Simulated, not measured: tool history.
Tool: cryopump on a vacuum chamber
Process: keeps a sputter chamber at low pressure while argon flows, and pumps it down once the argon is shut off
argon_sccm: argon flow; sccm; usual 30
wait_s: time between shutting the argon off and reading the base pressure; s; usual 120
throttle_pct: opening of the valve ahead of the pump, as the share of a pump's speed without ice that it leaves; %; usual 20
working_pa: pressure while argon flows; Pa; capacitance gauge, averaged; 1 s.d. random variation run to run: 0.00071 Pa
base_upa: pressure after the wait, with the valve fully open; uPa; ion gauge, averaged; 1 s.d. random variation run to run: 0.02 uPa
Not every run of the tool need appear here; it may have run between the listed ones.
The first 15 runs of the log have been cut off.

run   hour  argon_sccm  wait_s  throttle_pct  hours of work since the pump was warmed up and emptied  hours of work since the cold head was overhauled  hours of work since the chamber's fittings were tightened  working_pa  base_upa
 16  329.7          30     120            20                                                      96                                              1088                                                       1400      0.1278      1.45
 17  361.7          30     120            20                                                     118                                              1111                                                       1423      0.1267      1.40
 18  382.3          37     129            23                                                     133                                              1125                                                       1437      0.1368      1.45
 19  401.6          37     129            23                                                     146                                              1139                                                       1451      0.1370      1.52
 20  425.0          46      21            47                                                     163                                              1156                                                       1468      0.0844      2.10
 21  445.4          16     120            41                                                     177                                              1170                                                       1482      0.0342      1.50
 22  465.9          45      29            55                                                     192                                              1184                                                       1496      0.0711      1.95
 23  491.0          45      29            55                                                     210                                              1202                                                       1514      0.0723      1.89
 24  523.1          45      29            55                                                     232                                              1225                                                       1537      0.0722      2.01
 25  544.7          15     143            44                                                     247                                              1240                                                       1552      0.0297      1.63
 26  571.2          36     118            18                                                     266                                              1259                                                       1571      0.1708      1.66
 27  603.2          36     269            49                                                     289                                              1281                                                       1593      0.0668      1.61
 28  620.4          36     269            49                                                     301                                              1293                                                       1606      0.0652      1.63
 29  653.1          30     120            40                                                     324                                              1317                                                       1629      0.0658      1.66
 30  667.8          30     120            40                                                     334                                              1327                                                       1639      0.0667      1.72
 31  691.9          30     120            40                                                     351                                              1344                                                       1656      0.0673      1.77
 32  717.4          24     120            20                                                     369                                              1362                                                       1674      0.1043      1.72
 33  747.3          24      40            20                                                     391                                              1383                                                       1695      0.1038      2.08
 34  771.6          34      51            20                                                     408                                              1400                                                       1712      0.1471      1.97

4 ways to go on from here, each from the tool as it stands after run 34. What would each give?
  A  803.6          40      51            33                                                     430                                              1423                                                       1735           ?         ?
  B  803.6          37     121            30                                                     430                                              1423                                                       1735           ?         ?
  C  803.6          19      51            50                                                     430                                              1423                                                       1735           ?         ?
  D  803.6          34     233            22                                                     430                                              1423                                                       1735           ?         ?

run  working_pa  base_upa
  A      0.1081      2.07
  B      0.1104      1.85
  C      0.0348      2.08
  D      0.1344      1.83
Stripped of hidden state, with their random variation kept, the same runs would have yielded:
run  working_pa  base_upa
  A      0.1023      0.46
  B      0.1050      0.25
  C      0.0321      0.47
  D      0.1295      0.23

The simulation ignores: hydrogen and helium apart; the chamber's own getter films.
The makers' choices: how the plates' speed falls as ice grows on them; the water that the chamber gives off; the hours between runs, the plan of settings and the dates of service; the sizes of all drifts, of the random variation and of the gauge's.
